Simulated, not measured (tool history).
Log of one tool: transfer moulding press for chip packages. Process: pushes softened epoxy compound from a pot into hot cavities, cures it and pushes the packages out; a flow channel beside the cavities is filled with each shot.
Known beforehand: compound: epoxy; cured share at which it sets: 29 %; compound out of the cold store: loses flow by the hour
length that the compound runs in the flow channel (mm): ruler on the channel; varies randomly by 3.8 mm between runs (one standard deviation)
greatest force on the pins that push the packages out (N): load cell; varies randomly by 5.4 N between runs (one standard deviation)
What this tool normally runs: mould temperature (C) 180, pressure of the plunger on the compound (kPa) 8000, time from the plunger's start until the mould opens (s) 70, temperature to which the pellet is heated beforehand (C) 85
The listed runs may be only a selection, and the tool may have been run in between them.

| run | hour | mould temperature (C) | pressure of the plunger on the compound (kPa) | time from the plunger's start until the mould opens (s) | temperature to which the pellet is heated beforehand (C) | incoming compound's hours out of the cold store | length that the compound runs in the flow channel (mm) | greatest force on the pins that push the packages out (N) |
|---|---|---|---|---|---|---|---|---|
| 1 | 0.0 | 180 | 8000 | 70 | 85 | 28.6 | 709 | 287 |
|  | 15.2 | cavities cleaned with cleaning compound and waxed |
| 2 | 34.3 | 180 | 8000 | 70 | 85 | 47.0 | 627 | 227 |
| 3 | 64.7 | 180 | 8000 | 70 | 85 | 24.1 | 718 | 274 |
| 4 | 78.8 | 180 | 8000 | 105 | 85 | 34.8 | 673 | 233 |
|  | 109.3 | cavities cleaned with cleaning compound and waxed |
| 5 | 113.5 | 180 | 8000 | 87 | 85 | 24.0 | 714 | 183 |
| 6 | 134.7 | 180 | 8000 | 87 | 85 | 39.9 | 655 | 202 |
| 7 | 159.0 | 180 | 8000 | 70 | 81 | 34.6 | 673 | 250 |
| 8 | 191.3 | 180 | 8000 | 70 | 85 | 27.6 | 699 | 308 |
|  | 202.6 | cavities cleaned with cleaning compound and waxed |
| 9 | 211.5 | 180 | 8000 | 70 | 85 | 26.1 | 693 | 213 |
| 10 | 237.8 | 180 | 8000 | 70 | 85 | 41.0 | 640 | 250 |
| 11 | 259.3 | 180 | 8000 | 70 | 85 | 40.6 | 640 | 256 |
| 12 | 286.0 | 180 | 8000 | 70 | 85 | 36.0 | 652 | 281 |
|  | 296.3 | cavities cleaned with cleaning compound and waxed |
| 13 | 317.0 | 180 | 9290 | 70 | 85 | 13.9 | 810 | 226 |
| 14 | 342.4 | 180 | 9290 | 70 | 85 | 20.7 | 774 | 252 |
| 15 | 363.4 | 178 | 9290 | 70 | 92 | 19.1 | 784 | 305 |
|  | 390.1 | cavities cleaned with cleaning compound and waxed |
| 16 | 390.1 | 180 | 8000 | 70 | 95 | 22.7 | 709 | 185 |
| 17 | 421.3 | 184 | 8000 | 65 | 82 | 25.5 | 682 | 230 |
| 18 | 437.6 | 184 | 8000 | 70 | 94 | 26.2 | 677 | 220 |
|  | 470.5 | plunger's sealing rings changed |
| 19 | 471.9 | 181 | 6840 | 56 | 78 | 13.6 | 723 | 430 |
|  | 488.1 | cavities cleaned with cleaning compound and waxed |
| 20 | 492.3 | 181 | 6840 | 56 | 78 | 38.5 | 616 | 269 |
| 21 | 519.3 | 181 | 8000 | 70 | 85 | 12.5 | 784 | 230 |
| 22 | 537.1 | 180 | 7970 | 70 | 77 | 21.6 | 740 | 272 |
| 23 | 555.5 | 180 | 7970 | 70 | 78 | 17.9 | 753 | 287 |
|  | 582.1 | cavities cleaned with cleaning compound and waxed |
| 24 | 582.9 | 180 | 8000 | 74 | 82 | 15.8 | 768 | 181 |
| 25 | 596.8 | 176 | 6110 | 52 | 82 | 42.5 | 572 | 517 |
| 26 | 629.4 | 172 | 6400 | 70 | 94 | 45.3 | 586 | 398 |
| 27 | 648.4 | 172 | 6260 | 70 | 78 | 45.2 | 579 | 427 |

Predict each of these 4 candidate next runs independently; none follows another, all start after run 27:
|  | 675.8 | cavities cleaned with cleaning compound and waxed |
| A | 680.9 | 174 | 8000 | 64 | 91 | 45.7 | ? | ? |
|  | 675.8 | cavities cleaned with cleaning compound and waxed |
| B | 680.9 | 180 | 9340 | 70 | 85 | 16.9 | ? | ? |
|  | 675.8 | cavities cleaned with cleaning compound and waxed |
| C | 680.9 | 180 | 6850 | 57 | 81 | 45.9 | ? | ? |
|  | 675.8 | cavities cleaned with cleaning compound and waxed |
| D | 680.9 | 174 | 9650 | 59 | 78 | 11.2 | ? | ? |

| run | length that the compound runs in the flow channel (mm) | greatest force on the pins that push the packages out (N) |
|---|---|---|
| A | 642 | 340 |
| B | 811 | 211 |
| C | 582 | 285 |
| D | 885 | 487 |
With the hidden condition removed and each run's random variation left untouched, the same runs would have given:
| run | length that the compound runs in the flow channel (mm) | greatest force on the pins that push the packages out (N) |
|---|---|---|
| A | 652 | 287 |
| B | 823 | 183 |
| C | 591 | 242 |
| D | 898 | 409 |
